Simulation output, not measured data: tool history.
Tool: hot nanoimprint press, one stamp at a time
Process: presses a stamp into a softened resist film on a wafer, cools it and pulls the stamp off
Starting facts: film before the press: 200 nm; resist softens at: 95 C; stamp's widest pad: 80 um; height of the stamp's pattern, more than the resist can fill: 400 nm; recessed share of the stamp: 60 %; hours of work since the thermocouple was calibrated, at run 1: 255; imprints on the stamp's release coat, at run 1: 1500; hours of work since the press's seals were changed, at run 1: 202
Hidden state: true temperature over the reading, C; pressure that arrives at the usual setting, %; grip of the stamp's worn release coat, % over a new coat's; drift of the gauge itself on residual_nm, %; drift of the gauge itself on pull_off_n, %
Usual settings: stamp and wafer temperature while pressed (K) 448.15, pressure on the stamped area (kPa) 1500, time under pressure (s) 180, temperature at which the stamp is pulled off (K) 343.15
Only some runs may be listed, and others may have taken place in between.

| run | day | stamp and wafer temperature while pressed (K) | pressure on the stamped area (kPa) | time under pressure (s) | temperature at which the stamp is pulled off (K) | hours of work since the thermocouple was calibrated | imprints on the stamp's release coat | hours of work since the press's seals were changed | resist left under the stamp's widest pad (Å) | greatest force while the stamp is pulled off (N) |
|---|---|---|---|---|---|---|---|---|---|---|
| 1 | 0 | 448.15 | 1500 | 180 | 343.15 | 255 | 1500 | 202 | 1166 | 277 |
|  | 0.296 | stamp cleaned and given a new release coat |
| 2 | 0.808 | 448.15 | 1500 | 180 | 334.15 | 263 | 61 | 210 | 1167 | 214 |
| 3 | 1.446 | 448.15 | 1500 | 180 | 334.15 | 273 | 136 | 219 | 1173 | 228 |
| 4 | 1.862 | 448.15 | 1500 | 180 | 334.15 | 279 | 186 | 226 | 1175 | 233 |
| 5 | 2.45 | 448.15 | 1500 | 180 | 343.15 | 288 | 255 | 234 | 1167 | 206 |
| 6 | 2.775 | 448.15 | 980 | 171 | 343.15 | 293 | 294 | 239 | 1427 | 202 |
| 7 | 3.292 | 448.15 | 980 | 171 | 343.15 | 300 | 355 | 247 | 1417 | 204 |
| 8 | 3.625 | 448.15 | 980 | 171 | 343.15 | 305 | 395 | 252 | 1436 | 215 |
| 9 | 4.025 | 444.15 | 1080 | 124 | 348.15 | 311 | 442 | 258 | 1613 | 197 |
| 10 | 4.604 | 444.15 | 1080 | 124 | 348.15 | 320 | 511 | 267 | 1621 | 202 |

Forecast each of these 4 alternatives for the next run:
| A | 4.946 | 448.15 | 1500 | 180 | 349.15 | 325 | 551 | 272 | ? | ? |
| B | 4.946 | 438.15 | 1500 | 180 | 343.15 | 325 | 551 | 272 | ? | ? |
| C | 4.946 | 444.15 | 1160 | 180 | 341.15 | 325 | 551 | 272 | ? | ? |
| D | 4.946 | 444.15 | 1080 | 124 | 335.15 | 325 | 551 | 272 | ? | ? |

| run | resist left under the stamp's widest pad (Å) | greatest force while the stamp is pulled off (N) |
|---|---|---|
| A | 1183 | 201 |
| B | 1572 | 221 |
| C | 1480 | 226 |
| D | 1613 | 245 |
Without the tool's unlogged condition, the same runs would have read:
| run | resist left under the stamp's widest pad (Å) | greatest force while the stamp is pulled off (N) |
|---|---|---|
| A | 1132 | 173 |
| B | 1522 | 190 |
| C | 1430 | 195 |
| D | 1570 | 212 |
